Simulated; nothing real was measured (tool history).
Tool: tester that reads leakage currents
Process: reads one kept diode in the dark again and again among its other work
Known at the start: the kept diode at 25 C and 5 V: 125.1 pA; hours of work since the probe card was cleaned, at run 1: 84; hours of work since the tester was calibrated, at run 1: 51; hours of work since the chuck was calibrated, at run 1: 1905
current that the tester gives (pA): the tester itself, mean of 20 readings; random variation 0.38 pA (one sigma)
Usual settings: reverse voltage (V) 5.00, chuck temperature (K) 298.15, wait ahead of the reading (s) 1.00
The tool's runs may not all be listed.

run   hour  reverse voltage (V)  chuck temperature (K)  wait ahead of the reading (s)  hours of work since the probe card was cleaned  hours of work since the tester was calibrated  hours of work since the chuck was calibrated  current that the tester gives (pA)
  1    0.0                 5.00                 298.15                           1.00                                              84                                             51                                          1905                              125.75
  2   23.8                 5.00                 298.15                           1.00                                              94                                             62                                          1916                              125.89
  3   46.9                 5.00                 298.15                           1.00                                             105                                             72                                          1927                              125.87
  4   61.8                 5.00                 298.15                           1.00                                             112                                             79                                          1933                              125.19
  5   89.0                 2.95                 298.15                           1.00                                             124                                             91                                          1946                               95.69
  6  109.2                 2.95                 298.15                           1.00                                             133                                            100                                          1955                               96.15
  7  124.1                 2.95                 298.15                           1.00                                             140                                            107                                          1962                               96.15
  8  152.5                 5.00                 294.15                           1.00                                             153                                            120                                          1974                               90.57
  9  169.9                 5.00                 294.15                           1.00                                             161                                            128                                          1982                               90.28
 10  195.5                 9.17                 298.15                           1.00                                             172                                            140                                          1994                              170.40
 11  217.2                 9.17                 298.15                           1.00                                             182                                            149                                          2004                              171.05
 12  245.3                 9.17                 298.15                           1.00                                             195                                            162                                          2016                              169.99
 13  258.9                 9.17                 298.15                           1.00                                             201                                            168                                          2023                              170.58
 14  280.5                 9.17                 298.15                           1.00                                             211                                            178                                          2032                              170.17
 15  301.9                 9.17                 298.15                           1.00                                             220                                            188                                          2042                              170.49
 16  331.9                 5.00                 298.15                           1.00                                             234                                            201                                          2056                              125.23
 17  351.1                 5.00                 298.15                           1.00                                             243                                            210                                          2064                              125.57
 18  371.6                 5.00                 298.15                           1.00                                             252                                            219                                          2074                              125.66
 19  389.5                 5.00                 298.15                           1.00                                             260                                            227                                          2082                              124.93
 20  412.7                 5.00                 298.15                           1.00                                             271                                            238                                          2092                              124.86
 21  443.0                 9.71                 298.15                           1.00                                             284                                            252                                          2106                              175.78
 22  464.8                 9.71                 298.15                           1.00                                             294                                            262                                          2116                              175.74
 23  496.8                 9.71                 298.15                           1.00                                             309                                            276                                          2131                              174.86
 24  515.4                 9.71                 298.15                           1.00                                             317                                            285                                          2139                              175.67
     527.0  -- chuck's temperature calibrated
 25  543.7                 5.00                 298.15                           1.24                                             329                                            296                                             8                              125.27
 26  570.9                 5.00                 296.15                           2.25                                             342                                            309                                            20                              107.28
 27  593.6                11.44                 325.15                           2.25                                             352                                            319                                            30                             1378.58
 28  615.3                11.44                 305.15                           2.17                                             362                                            329                                            40                              329.03
 29  632.1                13.20                 311.15                           0.52                                             369                                            337                                            48                              552.67
 30  650.1                17.48                 330.15                           1.00                                             377                                            345                                            56                             2366.57
 31  670.3                 9.66                 311.15                           4.53                                             387                                            354                                            65                              470.51
 32  700.5                 2.61                 328.15                           9.15                                             400                                            368                                            79                              791.41
 33  714.4                 2.72                 298.15                           0.89                                             407                                            374                                            85                               91.98
 34  742.6                 2.72                 298.15                           0.89                                             419                                            387                                            98                               92.87
 35  774.3                 2.72                 311.15                           0.67                                             434                                            401                                           112                              248.24
 36  801.1                 2.50                 295.15                           2.56                                             446                                            413                                           124                               69.51
 37  826.4                 8.57                 293.15                           2.57                                             457                                            425                                           136                              110.97
 38  840.5                 8.57                 293.15                           2.57                                             464                                            431                                           142                              110.06
 39  860.4                 8.57                 293.15                           2.57                                             473                                            440                                           151                              109.49
 40  878.8                 8.57                 293.15                           2.57                                             481                                            448                                           159                              109.80

Forecast each of these 4 alternatives for the next run:
  A  908.2                 5.00                 298.15                           1.83                                             494                                            462                                           173                                   ?
  B  908.2                 7.84                 296.15                           0.94                                             494                                            462                                           173                                   ?
  C  908.2                 4.17                 298.15                           5.71                                             494                                            462                                           173                                   ?
  D  908.2                 1.38                 319.15                           7.03                                             494                                            462                                           173                                   ?

run  current that the tester gives (pA)
  A                              125.40
  B                              135.17
  C                              114.68
  D                              313.31
Without the tool's hidden state the same runs would have given:
run  current that the tester gives (pA)
  A                              125.40
  B                              135.16
  C                              114.68
  D                              313.35

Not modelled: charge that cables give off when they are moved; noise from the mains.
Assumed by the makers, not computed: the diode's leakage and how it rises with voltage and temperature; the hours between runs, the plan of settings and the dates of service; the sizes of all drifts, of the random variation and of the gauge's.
